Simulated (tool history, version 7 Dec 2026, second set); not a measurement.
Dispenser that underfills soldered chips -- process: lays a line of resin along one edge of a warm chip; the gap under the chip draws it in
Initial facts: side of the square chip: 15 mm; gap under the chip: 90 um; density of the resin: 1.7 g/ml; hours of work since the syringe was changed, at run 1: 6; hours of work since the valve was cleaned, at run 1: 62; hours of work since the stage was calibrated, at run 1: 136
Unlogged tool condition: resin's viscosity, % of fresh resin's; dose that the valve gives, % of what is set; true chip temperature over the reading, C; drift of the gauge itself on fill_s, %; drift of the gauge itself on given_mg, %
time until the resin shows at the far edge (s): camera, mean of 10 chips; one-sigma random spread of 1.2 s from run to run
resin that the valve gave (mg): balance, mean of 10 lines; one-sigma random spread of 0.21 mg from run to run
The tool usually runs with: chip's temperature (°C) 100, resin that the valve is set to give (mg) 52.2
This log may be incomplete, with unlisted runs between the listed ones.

run   hour  chip's temperature (°C)  resin that the valve is set to give (mg)  hours of work since the syringe was changed  hours of work since the valve was cleaned  hours of work since the stage was calibrated  time until the resin shows at the far edge (s)  resin that the valve gave (mg)
  1    0.0                      100                                      52.2                                            6                                         62                                           136                                           184.4                           49.81
       1.5  -- new syringe of resin
  2    9.3                      100                                      47.7                                            5                                         67                                           141                                           178.4                           45.64
      12.3  -- new syringe of resin
  3   19.1                      100                                      52.2                                            4                                         73                                           147                                           169.6                           49.54
      23.0  -- new syringe of resin
  4   24.7                      100                                      52.2                                            1                                         76                                           150                                           127.4                           49.64
  5   31.3                      100                                      52.2                                            5                                         80                                           154                                           180.1                           49.21
      34.1  -- new syringe of resin
      42.8  -- dispensing valve cleaned and set on the balance
  6   42.8                      100                                      52.2                                            5                                          0                                           161                                           171.7                           52.41
      46.0  -- new syringe of resin
  7   53.5                      100                                      52.2                                            5                                          6                                           167                                           170.9                           51.69
      56.7  -- new syringe of resin
  8   58.3                      100                                      61.8                                            1                                          9                                           170                                           124.6                           61.48
      68.2  -- new syringe of resin
  9   68.3                       92                                      61.8                                            0                                         15                                           175                                           154.1                           61.07
 10   73.6                       92                                      61.8                                            3                                         18                                           179                                           195.8                           61.27
      79.1  -- new syringe of resin
 11   80.8                      100                                      52.2                                            1                                         22                                           183                                           130.0                           51.48
 12   87.7                      100                                      52.2                                            5                                         26                                           187                                           185.2                           51.04
      90.2  -- new syringe of resin
 13   93.8                      100                                      61.8                                            2                                         30                                           191                                           142.0                           60.35
     101.0  -- new syringe of resin
 14  104.3                      100                                      61.8                                            2                                         36                                           197                                           138.5                           60.48
     111.7  -- new syringe of resin
 15  114.4                      100                                      52.2                                            2                                         42                                           203                                           139.0                           50.62
 16  121.2                      103                                      50.8                                            6                                         46                                           207                                           176.2                           49.26
     122.4  -- new syringe of resin
 17  129.4                      112                                      47.9                                            4                                         51                                           212                                           123.3                           45.83
     133.0  -- new syringe of resin
 18  138.5                       98                                      51.9                                            3                                         56                                           217                                           169.9                           49.72
     144.0  -- new syringe of resin
 19  144.0                       98                                      51.9                                            0                                         60                                           220                                           129.2                           49.66
 20  154.0                      113                                      62.7                                            6                                         66                                           226                                           131.7                           59.88
     155.1  -- new syringe of resin
 21  159.1                      113                                      58.9                                            2                                         69                                           229                                            98.6                           55.91
     166.1  -- new syringe of resin
 22  166.1                      100                                      52.2                                            0                                         73                                           233                                           123.4                           49.57
 23  170.6                      100                                      49.7                                            3                                         75                                           236                                           156.4                           47.04
     176.8  -- new syringe of resin
 24  176.8                       93                                      53.5                                            0                                         79                                           239                                           152.1                           50.55
 25  186.0                       93                                      53.5                                            6                                         85                                           245                                           234.6                           50.53
     187.7  -- new syringe of resin
     190.4  -- dispensing valve cleaned and set on the balance
 26  193.0                      114                                      57.9                                            3                                          2                                           248                                            97.8                           57.68
 27  198.1                      114                                      57.9                                            6                                          5                                           252                                           126.0                           57.78
     200.0  -- new syringe of resin
 28  204.4                      105                                      49.8                                            3                                          8                                           255                                           130.0                           49.37
     211.4  -- new syringe of resin
 29  214.8                      105                                      49.8                                            2                                         14                                           261                                           127.8                           49.25

Predict each of these 5 candidate next runs independently; none follows another, all start after run 29:
     222.5  -- new syringe of resin
  A  225.1                       91                                      57.8                                            2                                         20                                           267                                               ?                               ?
     222.5  -- new syringe of resin
  B  225.1                      105                                      63.4                                            2                                         20                                           267                                               ?                               ?
     222.5  -- new syringe of resin
  C  225.1                      101                                      61.9                                            2                                         20                                           267                                               ?                               ?
     222.5  -- new syringe of resin
  D  225.1                      103                                      51.1                                            2                                         20                                           267                                               ?                               ?
     222.5  -- new syringe of resin
  E  225.1                       88                                      63.5                                            2                                         20                                           267                                               ?                               ?

run  time until the resin shows at the far edge (s)  resin that the valve gave (mg)
  A                                           179.9                           56.64
  B                                           118.4                           62.90
  C                                           132.1                           61.19
  D                                           126.9                           50.14
  E                                           193.6                           62.20
What these runs would have given with no unlogged condition in the tool:
run  time until the resin shows at the far edge (s)  resin that the valve gave (mg)
  A                                           150.0                           57.65
  B                                            99.2                           64.02
  C                                           110.6                           62.28
  D                                           106.1                           51.04
  E                                           161.4                           63.31

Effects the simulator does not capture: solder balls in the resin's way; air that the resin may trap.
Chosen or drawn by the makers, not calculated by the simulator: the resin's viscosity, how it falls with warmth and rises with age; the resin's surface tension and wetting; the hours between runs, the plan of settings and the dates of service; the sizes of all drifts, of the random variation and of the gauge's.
